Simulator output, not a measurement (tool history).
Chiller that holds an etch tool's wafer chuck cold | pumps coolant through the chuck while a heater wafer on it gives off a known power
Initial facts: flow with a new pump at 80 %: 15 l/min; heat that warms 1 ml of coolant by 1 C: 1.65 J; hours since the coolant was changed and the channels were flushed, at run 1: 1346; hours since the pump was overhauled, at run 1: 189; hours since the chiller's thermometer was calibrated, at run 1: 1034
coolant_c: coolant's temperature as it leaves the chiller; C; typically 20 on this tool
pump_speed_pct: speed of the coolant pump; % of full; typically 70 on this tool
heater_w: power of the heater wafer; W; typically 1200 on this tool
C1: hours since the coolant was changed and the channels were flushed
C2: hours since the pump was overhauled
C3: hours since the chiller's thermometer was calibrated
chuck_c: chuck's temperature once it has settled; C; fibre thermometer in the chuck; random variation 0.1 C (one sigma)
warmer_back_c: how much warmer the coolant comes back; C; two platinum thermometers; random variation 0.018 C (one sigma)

{"run": 1, "hour": 0.0, "coolant_c": 20, "pump_speed_pct": 70, "heater_w": 1200, "C1": 1346, "C2": 189, "C3": 1034, "chuck_c": 33.1, "warmer_back_c": 3.35}
{"run": 2, "hour": 15.3, "coolant_c": 20, "pump_speed_pct": 70, "heater_w": 1200, "C1": 1362, "C2": 204, "C3": 1049, "chuck_c": 33.1, "warmer_back_c": 3.37}
{"run": 3, "hour": 35.9, "coolant_c": 17, "pump_speed_pct": 70, "heater_w": 1200, "C1": 1382, "C2": 225, "C3": 1070, "chuck_c": 30.1, "warmer_back_c": 3.41}
{"run": 4, "hour": 50.1, "coolant_c": 17, "pump_speed_pct": 70, "heater_w": 1200, "C1": 1396, "C2": 239, "C3": 1084, "chuck_c": 30.0, "warmer_back_c": 3.43}
{"run": 5, "hour": 65.7, "coolant_c": 17, "pump_speed_pct": 70, "heater_w": 1200, "C1": 1412, "C2": 255, "C3": 1099, "chuck_c": 30.1, "warmer_back_c": 3.41}
{"run": 6, "hour": 90.6, "coolant_c": 20, "pump_speed_pct": 83, "heater_w": 1200, "C1": 1437, "C2": 280, "C3": 1124, "chuck_c": 32.0, "warmer_back_c": 2.91}
{"run": 7, "hour": 103.2, "coolant_c": 20, "pump_speed_pct": 83, "heater_w": 1200, "C1": 1449, "C2": 292, "C3": 1137, "chuck_c": 31.9, "warmer_back_c": 2.91}
{"run": 8, "hour": 121.2, "coolant_c": 20, "pump_speed_pct": 83, "heater_w": 1200, "C1": 1467, "C2": 310, "C3": 1155, "chuck_c": 31.8, "warmer_back_c": 2.93}
{"run": 9, "hour": 144.4, "coolant_c": 20, "pump_speed_pct": 83, "heater_w": 973, "C1": 1491, "C2": 333, "C3": 1178, "chuck_c": 29.5, "warmer_back_c": 2.44}
{"run": 10, "hour": 161.7, "coolant_c": 20, "pump_speed_pct": 83, "heater_w": 973, "C1": 1508, "C2": 351, "C3": 1195, "chuck_c": 29.7, "warmer_back_c": 2.46}
{"run": 11, "hour": 182.2, "coolant_c": 20, "pump_speed_pct": 83, "heater_w": 973, "C1": 1529, "C2": 371, "C3": 1216, "chuck_c": 29.6, "warmer_back_c": 2.5}
{"run": 12, "hour": 196.2, "coolant_c": 20, "pump_speed_pct": 83, "heater_w": 973, "C1": 1542, "C2": 385, "C3": 1230, "chuck_c": 29.6, "warmer_back_c": 2.5}
{"run": 13, "hour": 224.1, "coolant_c": 20, "pump_speed_pct": 91, "heater_w": 973, "C1": 1570, "C2": 413, "C3": 1258, "chuck_c": 29.0, "warmer_back_c": 2.3}
{"run": 14, "hour": 241.4, "coolant_c": 20, "pump_speed_pct": 91, "heater_w": 973, "C1": 1588, "C2": 430, "C3": 1275, "chuck_c": 29.0, "warmer_back_c": 2.35}
{"run": 15, "hour": 266.0, "coolant_c": 20, "pump_speed_pct": 91, "heater_w": 973, "C1": 1612, "C2": 455, "C3": 1300, "chuck_c": 29.3, "warmer_back_c": 2.4}
{"run": 16, "hour": 294.6, "coolant_c": 28, "pump_speed_pct": 70, "heater_w": 1200, "C1": 1641, "C2": 484, "C3": 1328, "chuck_c": 41.2, "warmer_back_c": 3.74}
{"run": 17, "hour": 323.3, "coolant_c": 20, "pump_speed_pct": 70, "heater_w": 1200, "C1": 1670, "C2": 512, "C3": 1357, "chuck_c": 33.1, "warmer_back_c": 3.74}
{"hour": 344.3, "done": "gauge calibrated"}
{"run": 18, "hour": 349.3, "coolant_c": 11, "pump_speed_pct": 73, "heater_w": 1200, "C1": 1696, "C2": 538, "C3": 1383, "chuck_c": 23.7, "warmer_back_c": 3.2}
{"run": 19, "hour": 362.6, "coolant_c": 20, "pump_speed_pct": 79, "heater_w": 1200, "C1": 1709, "C2": 552, "C3": 1396, "chuck_c": 32.0, "warmer_back_c": 2.95}
{"run": 20, "hour": 382.7, "coolant_c": 20, "pump_speed_pct": 70, "heater_w": 1140, "C1": 1729, "C2": 572, "C3": 1416, "chuck_c": 32.3, "warmer_back_c": 3.21}
{"run": 21, "hour": 406.3, "coolant_c": 22, "pump_speed_pct": 92, "heater_w": 1607, "C1": 1753, "C2": 595, "C3": 1440, "chuck_c": 36.9, "warmer_back_c": 3.42}
{"run": 22, "hour": 423.3, "coolant_c": 20, "pump_speed_pct": 61, "heater_w": 677, "C1": 1770, "C2": 612, "C3": 1457, "chuck_c": 27.9, "warmer_back_c": 2.3}
{"run": 23, "hour": 451.9, "coolant_c": 20, "pump_speed_pct": 61, "heater_w": 677, "C1": 1798, "C2": 641, "C3": 1486, "chuck_c": 28.1, "warmer_back_c": 2.3}
{"run": 24, "hour": 472.8, "coolant_c": 20, "pump_speed_pct": 61, "heater_w": 677, "C1": 1819, "C2": 662, "C3": 1506, "chuck_c": 27.9, "warmer_back_c": 2.36}
{"run": 25, "hour": 496.8, "coolant_c": 20, "pump_speed_pct": 68, "heater_w": 1485, "C1": 1843, "C2": 686, "C3": 1530, "chuck_c": 36.6, "warmer_back_c": 4.48}
{"run": 26, "hour": 524.9, "coolant_c": 15, "pump_speed_pct": 70, "heater_w": 990, "C1": 1871, "C2": 714, "C3": 1559, "chuck_c": 25.9, "warmer_back_c": 3.01}
{"run": 27, "hour": 545.7, "coolant_c": 15, "pump_speed_pct": 64, "heater_w": 609, "C1": 1892, "C2": 735, "C3": 1579, "chuck_c": 22.1, "warmer_back_c": 2.12}
{"run": 28, "hour": 571.9, "coolant_c": 14, "pump_speed_pct": 77, "heater_w": 1459, "C1": 1918, "C2": 761, "C3": 1606, "chuck_c": 29.0, "warmer_back_c": 4.0}
{"run": 29, "hour": 595.5, "coolant_c": 10, "pump_speed_pct": 72, "heater_w": 1438, "C1": 1942, "C2": 785, "C3": 1629, "chuck_c": 25.4, "warmer_back_c": 4.19}
{"run": 30, "hour": 618.4, "coolant_c": 14, "pump_speed_pct": 70, "heater_w": 1112, "C1": 1965, "C2": 807, "C3": 1652, "chuck_c": 26.0, "warmer_back_c": 3.43}
{"run": 31, "hour": 633.2, "coolant_c": 19, "pump_speed_pct": 70, "heater_w": 1112, "C1": 1979, "C2": 822, "C3": 1667, "chuck_c": 31.2, "warmer_back_c": 3.47}
{"run": 32, "hour": 656.0, "coolant_c": 17, "pump_speed_pct": 62, "heater_w": 1200, "C1": 2002, "C2": 845, "C3": 1690, "chuck_c": 31.1, "warmer_back_c": 4.2}
{"run": 33, "hour": 676.6, "coolant_c": 20, "pump_speed_pct": 98, "heater_w": 1200, "C1": 2023, "C2": 866, "C3": 1710, "chuck_c": 30.8, "warmer_back_c": 2.76}

For each entry between runs, how does the tool's hidden state at the last listed run before it compare with that at the first listed run after it?
Between runs 17 and 18: gauge calibrated (hour 344.3)
  drift of the gauge itself on warmer_back_c, C: 0.4 -> 0.01
  what was measured, less what the result would be without the hidden state, warmer_back_c: +0.40 -> +0.00 C

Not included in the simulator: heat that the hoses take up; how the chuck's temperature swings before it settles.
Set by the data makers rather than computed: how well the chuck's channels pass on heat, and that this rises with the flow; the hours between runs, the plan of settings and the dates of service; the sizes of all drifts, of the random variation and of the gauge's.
